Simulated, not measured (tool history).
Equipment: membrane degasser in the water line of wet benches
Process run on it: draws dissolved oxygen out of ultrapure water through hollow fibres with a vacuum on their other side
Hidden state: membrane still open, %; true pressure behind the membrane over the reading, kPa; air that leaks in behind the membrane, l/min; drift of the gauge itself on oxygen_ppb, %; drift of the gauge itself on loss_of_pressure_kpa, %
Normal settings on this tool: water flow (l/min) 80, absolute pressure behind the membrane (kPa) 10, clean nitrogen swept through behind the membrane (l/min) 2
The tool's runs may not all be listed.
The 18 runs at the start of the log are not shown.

run    hour  water flow (l/min)  absolute pressure behind the membrane (kPa)  clean nitrogen swept through behind the membrane (l/min)  hours since the membrane was changed  hours since the vacuum gauge was calibrated  hours since the vacuum lines were made tight  dissolved oxygen in the water behind the degasser (ppb)  pressure that the water loses in the fibres (kPa)
 19    1893                  80                                          9.3                                                         2                                  5489                                          804                                           280                                                      541                                              67.76
       1952  -- vacuum gauge calibrated, once more
 20  1954.6                  80                                          9.3                                                         2                                  5550                                            3                                           341                                                    476.9                                              66.93
 21  2020.4                  80                                          9.3                                                         2                                  5615                                           68                                           407                                                    472.4                                              67.55
 22  2133.7                  80                                          9.3                                                         2                                  5729                                          182                                           520                                                    475.6                                               67.9
 23  2216.7                  80                                          6.5                                                         2                                  5812                                          265                                           603                                                    268.3                                               67.7
 24  2322.6                  87                                         10.9                                                      0.86                                  5918                                          371                                           709                                                   1104.2                                              73.41
 25  2437.9                  93                                          7.9                                                      2.41                                  6033                                          486                                           824                                                    372.5                                              79.29
 26  2507.7                  93                                          7.9                                                      2.41                                  6103                                          556                                           894                                                    371.6                                              78.46
 27  2625.2                  93                                          7.9                                                      2.41                                  6220                                          673                                          1012                                                    372.8                                              78.57
 28  2728.9                 105                                         23.1                                                      1.02                                  6324                                          777                                          1115                                                   2480.8                                              89.54
 29  2840.9                 119                                         12.5                                                         2                                  6436                                          889                                          1227                                                    964.3                                             101.66
 30    2969                  79                                         23.4                                                      0.85                                  6564                                         1017                                          1356                                                   2378.7                                              67.46
 31  3095.2                  79                                         23.4                                                      0.85                                  6690                                         1143                                          1482                                                   2375.6                                               67.7
 32  3179.3                  79                                         23.4                                                      0.85                                  6774                                         1227                                          1566                                                   2382.1                                              67.39

Here are 4 independent what-if runs from the current tool condition. What would each one return?
  A  3313.2                 116                                           10                                                      3.41                                  6908                                         1361                                          1700                                                        ?                                                  ?
  B  3313.2                  80                                          8.2                                                      1.59                                  6908                                         1361                                          1700                                                        ?                                                  ?
  C  3313.2                  79                                         11.4                                                      5.42                                  6908                                         1361                                          1700                                                        ?                                                  ?
  D  3313.2                  54                                           24                                                      1.22                                  6908                                         1361                                          1700                                                        ?                                                  ?

run  dissolved oxygen in the water behind the degasser (ppb)  pressure that the water loses in the fibres (kPa)
  A                                                      497                                              99.19
  B                                                    478.8                                              68.52
  C                                                    278.9                                              67.47
  D                                                   1537.8                                              46.08
Without the tool's hidden state the same runs would have given:
run  dissolved oxygen in the water behind the degasser (ppb)  pressure that the water loses in the fibres (kPa)
  A                                                    483.3                                              95.08
  B                                                    467.8                                              65.68
  C                                                    273.1                                              64.66
  D                                                   1530.5                                              44.16
